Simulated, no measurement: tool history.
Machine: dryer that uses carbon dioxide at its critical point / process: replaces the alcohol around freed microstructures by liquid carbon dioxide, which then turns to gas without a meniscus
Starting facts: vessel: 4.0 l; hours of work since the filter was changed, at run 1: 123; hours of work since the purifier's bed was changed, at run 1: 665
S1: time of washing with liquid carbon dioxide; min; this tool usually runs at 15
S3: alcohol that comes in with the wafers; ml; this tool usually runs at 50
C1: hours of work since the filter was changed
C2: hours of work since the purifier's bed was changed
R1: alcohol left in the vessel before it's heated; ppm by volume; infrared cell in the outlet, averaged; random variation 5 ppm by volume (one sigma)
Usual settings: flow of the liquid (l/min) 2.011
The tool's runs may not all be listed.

{"run": 1, "hour": 0.0, "S1": 15, "flow of the liquid (l/min)": 2.011, "S3": 50, "C1": 123, "C2": 665, "R1": 170}
{"run": 2, "hour": 31.3, "S1": 15, "flow of the liquid (l/min)": 2.011, "S3": 50, "C1": 137, "C2": 678, "R1": 176}
{"run": 3, "hour": 66.6, "S1": 15, "flow of the liquid (l/min)": 2.011, "S3": 50, "C1": 152, "C2": 694, "R1": 188}
{"run": 4, "hour": 98.8, "S1": 15, "flow of the liquid (l/min)": 2.011, "S3": 50, "C1": 166, "C2": 708, "R1": 179}
{"hour": 132.3, "done": "inlet filter changed"}
{"run": 5, "hour": 136.6, "S1": 15, "flow of the liquid (l/min)": 2.011, "S3": 50, "C1": 2, "C2": 724, "R1": 171}
{"run": 6, "hour": 176.6, "S1": 15, "flow of the liquid (l/min)": 2.011, "S3": 50, "C1": 20, "C2": 742, "R1": 182}
{"run": 7, "hour": 204.6, "S1": 15, "flow of the liquid (l/min)": 2.011, "S3": 50, "C1": 32, "C2": 754, "R1": 190}
{"run": 8, "hour": 245.2, "S1": 15, "flow of the liquid (l/min)": 2.011, "S3": 50, "C1": 50, "C2": 772, "R1": 175}
{"run": 9, "hour": 282.6, "S1": 15, "flow of the liquid (l/min)": 2.011, "S3": 34, "C1": 66, "C2": 789, "R1": 184}
{"run": 10, "hour": 314.5, "S1": 15, "flow of the liquid (l/min)": 2.011, "S3": 28, "C1": 81, "C2": 803, "R1": 193}
{"run": 11, "hour": 353.3, "S1": 15, "flow of the liquid (l/min)": 2.011, "S3": 28, "C1": 98, "C2": 820, "R1": 197}
{"run": 12, "hour": 375.0, "S1": 20, "flow of the liquid (l/min)": 2.011, "S3": 50, "C1": 107, "C2": 830, "R1": 192}
{"run": 13, "hour": 411.3, "S1": 15, "flow of the liquid (l/min)": 1.6, "S3": 50, "C1": 123, "C2": 846, "R1": 278}
{"run": 14, "hour": 454.9, "S1": 15, "flow of the liquid (l/min)": 1.6, "S3": 50, "C1": 143, "C2": 865, "R1": 294}
{"run": 15, "hour": 499.2, "S1": 15, "flow of the liquid (l/min)": 1.6, "S3": 50, "C1": 162, "C2": 885, "R1": 295}
{"run": 16, "hour": 537.8, "S1": 15, "flow of the liquid (l/min)": 1.69, "S3": 50, "C1": 179, "C2": 902, "R1": 293}
{"hour": 542.7, "done": "inlet filter changed"}
{"run": 17, "hour": 568.7, "S1": 15, "flow of the liquid (l/min)": 1.69, "S3": 50, "C1": 11, "C2": 915, "R1": 253}
{"run": 18, "hour": 594.9, "S1": 15, "flow of the liquid (l/min)": 2.011, "S3": 98, "C1": 23, "C2": 927, "R1": 237}
{"run": 19, "hour": 620.9, "S1": 15, "flow of the liquid (l/min)": 2.011, "S3": 98, "C1": 35, "C2": 938, "R1": 235}
{"run": 20, "hour": 663.7, "S1": 15, "flow of the liquid (l/min)": 2.011, "S3": 98, "C1": 53, "C2": 957, "R1": 243}
{"run": 21, "hour": 700.5, "S1": 15, "flow of the liquid (l/min)": 2.011, "S3": 98, "C1": 70, "C2": 973, "R1": 256}
{"run": 22, "hour": 735.6, "S1": 15, "flow of the liquid (l/min)": 2.011, "S3": 53, "C1": 85, "C2": 989, "R1": 239}
{"run": 23, "hour": 775.2, "S1": 15, "flow of the liquid (l/min)": 2.011, "S3": 50, "C1": 103, "C2": 1006, "R1": 238}
{"run": 24, "hour": 802.6, "S1": 15, "flow of the liquid (l/min)": 1.35, "S3": 48, "C1": 115, "C2": 1018, "R1": 421}
{"run": 25, "hour": 829.5, "S1": 10, "flow of the liquid (l/min)": 1.23, "S3": 40, "C1": 127, "C2": 1030, "R1": 1080}
{"run": 26, "hour": 847.9, "S1": 24, "flow of the liquid (l/min)": 2.06, "S3": 21, "C1": 135, "C2": 1038, "R1": 229}
{"run": 27, "hour": 867.0, "S1": 11, "flow of the liquid (l/min)": 2.54, "S3": 52, "C1": 143, "C2": 1047, "R1": 271}
{"run": 28, "hour": 907.6, "S1": 11, "flow of the liquid (l/min)": 2.54, "S3": 52, "C1": 161, "C2": 1065, "R1": 276}
{"run": 29, "hour": 932.1, "S1": 11, "flow of the liquid (l/min)": 1.46, "S3": 23, "C1": 172, "C2": 1076, "R1": 485}
{"hour": 952.6, "done": "inlet filter changed"}
{"run": 30, "hour": 959.7, "S1": 11, "flow of the liquid (l/min)": 2.04, "S3": 54, "C1": 3, "C2": 1087, "R1": 300}
{"run": 31, "hour": 993.8, "S1": 11, "flow of the liquid (l/min)": 2.04, "S3": 54, "C1": 18, "C2": 1102, "R1": 332}
{"run": 32, "hour": 1037.9, "S1": 9, "flow of the liquid (l/min)": 2.04, "S3": 28, "C1": 38, "C2": 1122, "R1": 367}
{"run": 33, "hour": 1056.1, "S1": 16, "flow of the liquid (l/min)": 2.95, "S3": 30, "C1": 46, "C2": 1130, "R1": 249}
{"run": 34, "hour": 1094.9, "S1": 11, "flow of the liquid (l/min)": 1.57, "S3": 25, "C1": 63, "C2": 1147, "R1": 396}
{"hour": 1115.1, "done": "purifier's bed changed"}
{"run": 35, "hour": 1143.0, "S1": 18, "flow of the liquid (l/min)": 3.06, "S3": 20, "C1": 83, "C2": 12, "R1": 16}
{"run": 36, "hour": 1188.0, "S1": 13, "flow of the liquid (l/min)": 1.31, "S3": 55, "C1": 103, "C2": 32, "R1": 438}
{"run": 37, "hour": 1218.1, "S1": 10, "flow of the liquid (l/min)": 3.38, "S3": 83, "C1": 116, "C2": 46, "R1": 25}
{"run": 38, "hour": 1262.7, "S1": 15, "flow of the liquid (l/min)": 2.011, "S3": 77, "C1": 136, "C2": 65, "R1": 59}
{"run": 39, "hour": 1300.2, "S1": 15, "flow of the liquid (l/min)": 2.68, "S3": 21, "C1": 152, "C2": 82, "R1": 28}
{"run": 40, "hour": 1343.6, "S1": 17, "flow of the liquid (l/min)": 2.95, "S3": 37, "C1": 172, "C2": 101, "R1": 38}
{"hour": 1366.8, "done": "inlet filter changed"}
{"run": 41, "hour": 1366.8, "S1": 15, "flow of the liquid (l/min)": 1.5, "S3": 57, "C1": 0, "C2": 111, "R1": 126}
{"run": 42, "hour": 1407.9, "S1": 9, "flow of the liquid (l/min)": 1.5, "S3": 50, "C1": 18, "C2": 129, "R1": 650}
{"run": 43, "hour": 1436.8, "S1": 22, "flow of the liquid (l/min)": 3.14, "S3": 36, "C1": 31, "C2": 142, "R1": 34}
{"run": 44, "hour": 1461.3, "S1": 9, "flow of the liquid (l/min)": 2.56, "S3": 114, "C1": 42, "C2": 153, "R1": 213}
{"run": 45, "hour": 1490.6, "S1": 14, "flow of the liquid (l/min)": 2.011, "S3": 50, "C1": 55, "C2": 166, "R1": 69}
{"run": 46, "hour": 1519.5, "S1": 14, "flow of the liquid (l/min)": 2.011, "S3": 50, "C1": 68, "C2": 178, "R1": 78}

3 ways to go on from here, each from the tool as it stands after run 46. What would each give?
{"run": "A", "hour": 1554.3, "S1": 21, "flow of the liquid (l/min)": 2.011, "S3": 28, "C1": 83, "C2": 194, "R1": "?"}
{"run": "B", "hour": 1554.3, "S1": 14, "flow of the liquid (l/min)": 2.06, "S3": 77, "C1": 83, "C2": 194, "R1": "?"}
{"run": "C", "hour": 1554.3, "S1": 14, "flow of the liquid (l/min)": 2.7, "S3": 28, "C1": 83, "C2": 194, "R1": "?"}

run=A R1=53
run=B R1=96
run=C R1=50
Without the tool's unlogged condition, the same runs would have read:
run=A R1=8
run=B R1=37
run=C R1=4

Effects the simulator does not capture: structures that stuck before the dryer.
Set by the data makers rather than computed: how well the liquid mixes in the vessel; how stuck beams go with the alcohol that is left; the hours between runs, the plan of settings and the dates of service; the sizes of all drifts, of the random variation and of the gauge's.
